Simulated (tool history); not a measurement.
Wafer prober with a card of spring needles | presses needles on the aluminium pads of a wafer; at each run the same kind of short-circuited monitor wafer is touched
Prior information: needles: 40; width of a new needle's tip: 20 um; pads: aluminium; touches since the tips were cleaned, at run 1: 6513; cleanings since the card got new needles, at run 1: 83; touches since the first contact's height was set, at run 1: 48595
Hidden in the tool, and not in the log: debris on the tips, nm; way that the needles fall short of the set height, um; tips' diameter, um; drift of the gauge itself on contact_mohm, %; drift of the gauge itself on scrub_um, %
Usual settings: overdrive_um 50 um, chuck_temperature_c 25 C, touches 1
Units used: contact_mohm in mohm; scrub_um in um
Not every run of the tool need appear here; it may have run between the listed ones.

run	hour	overdrive_um	chuck_temperature_c	touches	touches since the tips were cleaned	cleanings since the card got new needles	touches since the first contact's height was set	contact_mohm	scrub_um
1	0	50	25	1	6513	83	48595	163	10.96
# hour 3.1: tips cleaned on abrasive film
# hour 15.9: tips cleaned on abrasive film
# hour 30.8: tips cleaned on abrasive film
2	36.6	50	25	1	3509	86	70573	163	10.94
# hour 45.7: tips cleaned on abrasive film
# hour 59: tips cleaned on abrasive film
3	63.6	50	25	1	2758	88	86772	164	10.93
# hour 72.6: tips cleaned on abrasive film
# hour 85: tips cleaned on abrasive film
4	88.1	50	25	1	1885	90	101492	163	10.96
# hour 98.1: tips cleaned on abrasive film
# hour 111.5: tips cleaned on abrasive film
5	122.7	50	25	1	6762	92	122299	165	10.92
# hour 124.9: tips cleaned on abrasive film
# hour 138.9: tips cleaned on abrasive film
# hour 141.4: height of the first contact set anew
6	144.4	50	25	1	3130	94	1804	166	10.96
# hour 151.5: tips cleaned on abrasive film
# hour 165.8: tips cleaned on abrasive film
7	165.8	50	33	1	0	96	14632	165	10.99
# hour 181: tips cleaned on abrasive film
8	189.8	50	33	1	5363	97	29129	164	11.03
# hour 195.3: tips cleaned on abrasive film
# hour 209.9: tips cleaned on abrasive film
9	213.3	50	25	3	2060	99	43196	162	11.04
# hour 223: tips cleaned on abrasive film
# hour 237: tips cleaned on abrasive film
10	246.9	50	25	1	5988	101	63398	162	10.98
# hour 251.8: tips cleaned on abrasive film
# hour 265.6: tips cleaned on abrasive film
11	269.2	50	25	1	2185	103	76772	164	11.07
# hour 279.7: tips cleaned on abrasive film
# hour 294.5: tips cleaned on abrasive film
12	297.5	46	25	1	1809	105	93807	164	10.14
# hour 308.9: tips cleaned on abrasive film
# hour 322.8: tips cleaned on abrasive film
13	328.3	50	46	1	3335	107	112337	164	11.04
# hour 335.2: tips cleaned on abrasive film
# hour 349.5: tips cleaned on abrasive film
14	349.5	50	46	1	0	109	124998	168	11.08
# hour 362.9: tips cleaned on abrasive film
# hour 363.2: height of the first contact set anew
# hour 377: tips cleaned on abrasive film
# hour 389.8: tips cleaned on abrasive film
15	389.8	50	46	1	0	112	15941	167	11.05
# hour 403.7: tips cleaned on abrasive film
# hour 417.7: tips cleaned on abrasive film
16	425.8	50	46	1	4897	114	37612	167	11.09
# hour 430.4: tips cleaned on abrasive film
# hour 443: tips cleaned on abrasive film
17	448.1	48	61	2	3050	116	50979	170	10.67
# hour 456.7: tips cleaned on abrasive film
# hour 469.6: tips cleaned on abrasive film
18	478.4	48	61	2	5320	118	69219	169	10.68
# hour 484.1: tips cleaned on abrasive film
# hour 498.2: tips cleaned on abrasive film
19	508.4	57	51	2	6156	120	87261	168	12.66
# hour 511.5: tips cleaned on abrasive film
# hour 525.6: tips cleaned on abrasive film
# hour 540.2: tips cleaned on abrasive film
20	549.2	39	84	2	5396	123	111738	179	8.69
# hour 553.9: tips cleaned on abrasive film
# hour 569.1: tips cleaned on abrasive film
21	577.8	39	84	2	5251	125	128930	181	8.69
# hour 583.1: tips cleaned on abrasive film
# hour 585.2: height of the first contact set anew
# hour 595.7: tips cleaned on abrasive film
# hour 608.8: tips cleaned on abrasive film
22	616.7	50	113	1	4811	128	18981	179	11.21
# hour 622: tips cleaned on abrasive film
# hour 635.6: tips cleaned on abrasive film
# hour 647.8: tips cleaned on abrasive film
23	654.3	66	93	3	3913	131	41515	174	14.76
# hour 657.3: gauge calibrated
# hour 660.4: tips cleaned on abrasive film
# hour 673.6: tips cleaned on abrasive film
24	685.6	31	25	1	7272	133	60341	170	6.79
# hour 687.8: tips cleaned on abrasive film
# hour 701.6: tips cleaned on abrasive film
# hour 715.4: tips cleaned on abrasive film
25	722.6	50	51	2	4411	136	82594	169	10.89
# hour 728.3: tips cleaned on abrasive film
# hour 742.1: tips cleaned on abrasive film
26	742.1	50	51	2	0	138	94269	169	10.94
# hour 754.8: tips cleaned on abrasive film
# hour 768.8: tips cleaned on abrasive film
27	769.8	58	97	2	579	140	110882	173	12.73
# hour 783: tips cleaned on abrasive film
# hour 796: tips cleaned on abrasive film
28	796	35	27	2	0	142	126625	171	7.68
# hour 807.2: height of the first contact set anew
# hour 809.9: tips cleaned on abrasive film
29	819.2	35	27	2	5634	143	7160	172	7.65
# hour 824.8: tips cleaned on abrasive film
30	836.7	35	27	2	7238	144	17725	172	7.66

Alternative continuations, all from the tool just after run 30; predict every row:
# hour 838.7: tips cleaned on abrasive film
# hour 852.6: tips cleaned on abrasive film
A	859.6	53	33	2	4235	146	31443	?	?
# hour 838.7: tips cleaned on abrasive film
# hour 852.6: tips cleaned on abrasive film
B	859.6	52	27	2	4235	146	31443	?	?
# hour 838.7: tips cleaned on abrasive film
# hour 852.6: tips cleaned on abrasive film
C	859.6	54	75	1	4235	146	31443	?	?
# hour 838.7: tips cleaned on abrasive film
# hour 852.6: tips cleaned on abrasive film
D	859.6	35	104	2	4235	146	31443	?	?

run	contact_mohm	scrub_um
A	166	11.65
B	160	11.44
C	171	11.85
D	189	7.7
With no hidden state in the tool, these same runs would have given:
run	contact_mohm	scrub_um
A	166	11.55
B	160	11.34
C	170	11.75
D	189	7.63
